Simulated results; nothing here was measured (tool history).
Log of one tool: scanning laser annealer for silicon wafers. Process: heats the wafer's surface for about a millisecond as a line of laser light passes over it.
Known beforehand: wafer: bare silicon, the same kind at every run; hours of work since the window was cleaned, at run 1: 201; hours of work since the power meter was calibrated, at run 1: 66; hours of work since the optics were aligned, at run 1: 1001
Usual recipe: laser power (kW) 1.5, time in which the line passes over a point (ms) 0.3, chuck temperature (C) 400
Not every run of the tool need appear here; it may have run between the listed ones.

run	day	laser power (kW)	time in which the line passes over a point (ms)	chuck temperature (C)	hours of work since the window was cleaned	hours of work since the power meter was calibrated	hours of work since the optics were aligned	highest temperature of the surface (C)
1	0	1.5	0.3	400	201	66	1001	1137
2	0.333	1.587	0.3	400	207	72	1007	1185
3	0.692	1.587	0.3	378	214	79	1013	1163
4	1.067	1.587	0.3	378	220	85	1020	1161
5	1.275	1.587	0.3	378	224	89	1023	1161
6	1.6	1.533	0.3	400	230	95	1029	1154
7	1.954	1.5	0.3	408	236	101	1035	1143
8	2.346	1.5	0.3	362	243	108	1042	1092
9	2.633	1.5	0.3	362	248	113	1047	1095
10	2.942	1.5	0.3	424	254	119	1053	1153
11	3.258	1.5	0.3	424	259	124	1059	1153
12	3.583	1.5	0.3	424	265	130	1064	1156
13	3.838	1.343	0.3	424	270	134	1069	1067
14	4.217	1.343	0.3	424	276	141	1076	1067
15	4.504	1.343	0.3	424	282	146	1081	1068
16	4.938	1.343	0.3	424	289	154	1088	1064
17	5.292	1.5	0.3	400	296	160	1095	1127
18	5.633	1.5	0.3	400	302	166	1101	1124
19	5.933	1.417	0.3	400	307	172	1106	1078
20	6.167	1.5	0.3	403	311	176	1110	1123
# day 6.646: window over the wafer cleaned
21	6.646	1.5	0.322	403	0	183	1117	1200
22	6.971	1.509	0.263	396	6	189	1123	1122
23	7.333	1.442	0.3	388	12	195	1129	1122
24	7.592	1.5	0.355	425	17	200	1134	1252
25	8.004	1.403	0.323	438	24	207	1141	1173
26	8.258	1.403	0.323	379	29	212	1146	1114

Run 27 comes next. What will it give?
27	8.438	1.446	0.256	416	32	215	1149	?

{"run 27": {"highest temperature of the surface (C)": 1097}}
Take away the tool's hidden state, keep the run-to-run variation as it was, and the same run would have given highest temperature of the surface (C) 1105.
